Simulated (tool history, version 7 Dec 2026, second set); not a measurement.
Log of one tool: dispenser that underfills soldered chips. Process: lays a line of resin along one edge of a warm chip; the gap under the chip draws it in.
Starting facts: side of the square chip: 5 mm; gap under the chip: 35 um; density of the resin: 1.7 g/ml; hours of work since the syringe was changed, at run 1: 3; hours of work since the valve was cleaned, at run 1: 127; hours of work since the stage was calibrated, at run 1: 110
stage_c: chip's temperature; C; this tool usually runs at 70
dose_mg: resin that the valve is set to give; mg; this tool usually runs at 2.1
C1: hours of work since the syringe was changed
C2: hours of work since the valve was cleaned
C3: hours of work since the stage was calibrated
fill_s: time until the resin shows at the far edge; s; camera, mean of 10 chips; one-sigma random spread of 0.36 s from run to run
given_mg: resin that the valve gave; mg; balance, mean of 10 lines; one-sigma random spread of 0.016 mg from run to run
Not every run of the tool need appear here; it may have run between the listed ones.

Run 1, hour 0: usual settings; C1 3; C2 127; C3 110. Result: fill_s 23.4 s, given_mg 1.9 mg.
Run 2, hour 6.2: usual settings; C1 7; C2 131; C3 114. Result: fill_s 28.3 s, given_mg 1.9 mg.
Run 3, hour 10.2: usual settings; C1 10; C2 134; C3 117. Result: fill_s 32 s, given_mg 1.88 mg.
At hour 11.3: new syringe of resin.
At hour 18.4: dispensing valve cleaned and set on the balance.
Run 4, hour 18.4: usual settings; C1 4; C2 0; C3 122. Result: fill_s 24.5 s, given_mg 2.11 mg.
Run 5, hour 23.4: usual settings; C1 8; C2 4; C3 125. Result: fill_s 27.1 s, given_mg 2.1 mg.
At hour 27.4: new syringe of resin.
Run 6, hour 28.7: usual settings but stage_c 67 C; C1 1; C2 7; C3 129. Result: fill_s 23.9 s, given_mg 2.12 mg.
Run 7, hour 32.2: usual settings but stage_c 67 C; C1 3; C2 10; C3 131. Result: fill_s 26.4 s, given_mg 2.09 mg.
Run 8, hour 38.8: usual settings but stage_c 67 C; C1 8; C2 14; C3 136. Result: fill_s 32.3 s, given_mg 2.06 mg.
At hour 42.5: new syringe of resin.
Run 9, hour 44.8: usual settings but stage_c 67 C; C1 2; C2 18; C3 140. Result: fill_s 24.5 s, given_mg 2.04 mg.
Run 10, hour 49.5: usual settings but stage_c 67 C; C1 5; C2 22; C3 143. Result: fill_s 28 s, given_mg 2.04 mg.

Expected results for the next run?
Run 11, hour 52.7: usual settings but stage_c 69 C, dose_mg 2.63 mg; C1 7; C2 24; C3 146. Result: fill_s ?, given_mg ?.

{"run 11": {"fill_s": 28.3, "given_mg": 2.55}}
Were there no unlogged condition in the tool, this run, its random variation unchanged, would have produced fill_s 19.9 s, given_mg 2.62 mg.
